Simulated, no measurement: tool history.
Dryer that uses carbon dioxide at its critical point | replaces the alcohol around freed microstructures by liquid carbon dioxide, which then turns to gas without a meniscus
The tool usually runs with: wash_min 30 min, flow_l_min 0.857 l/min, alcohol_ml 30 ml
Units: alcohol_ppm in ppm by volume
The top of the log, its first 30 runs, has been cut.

{"run": 31, "hour": 592.7, "wash_min": 20, "flow_l_min": 1.191, "alcohol_ml": 30, "alcohol_ppm": 266}
{"run": 32, "hour": 608.7, "wash_min": 30, "flow_l_min": 0.571, "alcohol_ml": 32, "alcohol_ppm": 470}
{"run": 33, "hour": 633.6, "wash_min": 30, "flow_l_min": 1.092, "alcohol_ml": 94, "alcohol_ppm": 253}
{"run": 34, "hour": 648.8, "wash_min": 25, "flow_l_min": 0.857, "alcohol_ml": 30, "alcohol_ppm": 310}
{"run": 35, "hour": 669.4, "wash_min": 24, "flow_l_min": 0.967, "alcohol_ml": 48, "alcohol_ppm": 324}
{"run": 36, "hour": 685.1, "wash_min": 30, "flow_l_min": 0.684, "alcohol_ml": 75, "alcohol_ppm": 528}
{"run": 37, "hour": 701.9, "wash_min": 30, "flow_l_min": 0.771, "alcohol_ml": 30, "alcohol_ppm": 313}
{"run": 38, "hour": 719.8, "wash_min": 30, "flow_l_min": 0.771, "alcohol_ml": 30, "alcohol_ppm": 328}
{"run": 39, "hour": 730.8, "wash_min": 31, "flow_l_min": 0.529, "alcohol_ml": 94, "alcohol_ppm": 1154}
{"run": 40, "hour": 743.7, "wash_min": 31, "flow_l_min": 0.529, "alcohol_ml": 94, "alcohol_ppm": 1186}
{"run": 41, "hour": 761.6, "wash_min": 30, "flow_l_min": 1.17, "alcohol_ml": 21, "alcohol_ppm": 241}
{"run": 42, "hour": 786.3, "wash_min": 30, "flow_l_min": 0.617, "alcohol_ml": 21, "alcohol_ppm": 390}

Branching from run 42: 4 alternative next runs. What would each branch give?
{"run": "A", "hour": 802.0, "wash_min": 30, "flow_l_min": 1.121, "alcohol_ml": 42, "alcohol_ppm": "?"}
{"run": "B", "hour": 802.0, "wash_min": 19, "flow_l_min": 0.857, "alcohol_ml": 30, "alcohol_ppm": "?"}
{"run": "C", "hour": 802.0, "wash_min": 30, "flow_l_min": 0.613, "alcohol_ml": 30, "alcohol_ppm": "?"}
{"run": "D", "hour": 802.0, "wash_min": 45, "flow_l_min": 1.389, "alcohol_ml": 27, "alcohol_ppm": "?"}

run=A alcohol_ppm=262
run=B alcohol_ppm=529
run=C alcohol_ppm=458
run=D alcohol_ppm=248
Had the tool no hidden state, the same runs would have come out as:
run=A alcohol_ppm=12
run=B alcohol_ppm=236
run=C alcohol_ppm=175
run=D alcohol_ppm=0
